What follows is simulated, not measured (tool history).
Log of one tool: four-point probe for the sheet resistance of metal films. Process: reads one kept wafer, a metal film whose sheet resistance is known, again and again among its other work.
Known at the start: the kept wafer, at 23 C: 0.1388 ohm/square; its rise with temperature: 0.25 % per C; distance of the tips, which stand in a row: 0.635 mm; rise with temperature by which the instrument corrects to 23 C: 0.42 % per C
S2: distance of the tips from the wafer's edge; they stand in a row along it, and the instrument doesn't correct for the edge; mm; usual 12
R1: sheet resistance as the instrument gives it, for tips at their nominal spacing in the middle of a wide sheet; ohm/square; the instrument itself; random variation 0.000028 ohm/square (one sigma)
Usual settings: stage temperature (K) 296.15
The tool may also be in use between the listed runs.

run 1 hour=0.0 | stage_temperature_(K)=296.15 S2=12 | R1=0.138882
run 2 hour=71.2 | stage_temperature_(K)=296.15 S2=12 | R1=0.138913
run 3 hour=141.1 | stage_temperature_(K)=296.15 S2=9 | R1=0.139085
run 4 hour=235.8 | stage_temperature_(K)=296.15 S2=42 | R1=0.138746
run 5 hour=283.9 | stage_temperature_(K)=296.15 S2=42 | R1=0.138668
run 6 hour=369.9 | stage_temperature_(K)=296.15 S2=12 | R1=0.138904
run 7 hour=431.7 | stage_temperature_(K)=295.15 S2=12 | R1=0.139123
run 8 hour=537.5 | stage_temperature_(K)=293.15 S2=45 | R1=0.139402
run 9 hour=590.8 | stage_temperature_(K)=291.15 S2=52 | R1=0.139888
run 10 hour=691.0 | stage_temperature_(K)=301.15 S2=9 | R1=0.137942
run 11 hour=792.6 | stage_temperature_(K)=301.15 S2=53 | R1=0.137664
run 12 hour=871.8 | stage_temperature_(K)=293.15 S2=14 | R1=0.139543
run 13 hour=941.8 | stage_temperature_(K)=297.15 S2=8 | R1=0.139017
run 14 hour=1039.3 | stage_temperature_(K)=303.15 S2=12 | R1=0.137484

Measured less the same run without the tool's hidden state. The same run-to-run variation is in both; the gauge's scatter may not be:
The hidden state here: inner tips' distance over the nominal, %; tips' flats over new ones', %; wafer's true temperature over the reading, C; drift of the gauge itself on sheet_ohm, %.
run=1 R1=-0.000135
run=2 R1=-0.000131
run=3 R1=-0.000125
run=4 R1=-0.000119
run=5 R1=-0.000115
run=6 R1=-0.000110
run=7 R1=-0.000106
run=8 R1=-0.000097
run=9 R1=-0.000094
run=10 R1=-0.000087
run=11 R1=-0.000081
run=12 R1=-0.000075
run=13 R1=-0.000071
run=14 R1=-0.000065
